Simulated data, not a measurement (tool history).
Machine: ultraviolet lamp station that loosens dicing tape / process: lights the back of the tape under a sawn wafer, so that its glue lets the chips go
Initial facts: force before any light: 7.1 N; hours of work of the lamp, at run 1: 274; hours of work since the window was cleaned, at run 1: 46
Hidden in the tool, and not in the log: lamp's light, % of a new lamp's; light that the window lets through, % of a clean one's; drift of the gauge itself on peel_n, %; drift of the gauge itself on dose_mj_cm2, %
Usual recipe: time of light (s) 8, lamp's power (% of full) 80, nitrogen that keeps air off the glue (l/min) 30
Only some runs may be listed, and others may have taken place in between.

| run | day | time of light (s) | lamp's power (% of full) | nitrogen that keeps air off the glue (l/min) | hours of work of the lamp | hours of work since the window was cleaned | force that peels the tape off (N) | light that reached the tape (J/m2) |
|---|---|---|---|---|---|---|---|---|
| 1 | 0.000 | 8 | 80 | 30 | 274 | 46 | 0.444 | 3450 |
| 2 | 0.883 | 8 | 80 | 30 | 286 | 59 | 0.476 | 3500 |
| 3 | 1.850 | 8 | 80 | 30 | 301 | 73 | 0.447 | 3390 |
| 4 | 3.012 | 8 | 80 | 30 | 318 | 90 | 0.478 | 3400 |
| 5 | 3.875 | 8 | 85 | 30 | 330 | 103 | 0.418 | 3490 |
| 6 | 5.058 | 8 | 68 | 16 | 347 | 120 | 1.064 | 2800 |
| 7 | 5.708 | 8 | 80 | 30 | 357 | 130 | 0.536 | 3250 |
| 8 | 6.283 | 8 | 80 | 30 | 365 | 138 | 0.547 | 3220 |
| 9 | 6.971 | 8 | 91 | 13 | 375 | 148 | 0.785 | 3580 |
| 10 | 7.925 | 8 | 91 | 13 | 389 | 162 | 0.838 | 3560 |

How would selected steps in force that peels the tape off (N) from run to run divide? Give the signed amount a tool lacking its hidden state would still show from settings, what came in and random variation, and the signed amount left for the hidden state, including any gauge scatter that is not in both of the compared results.
Run 5 -> 6: lamp's power (% of full) 85 -> 68, nitrogen that keeps air off the glue (l/min) 30 -> 16. force that peels the tape off (N) +0.646: hidden state +0.252, all else +0.394.
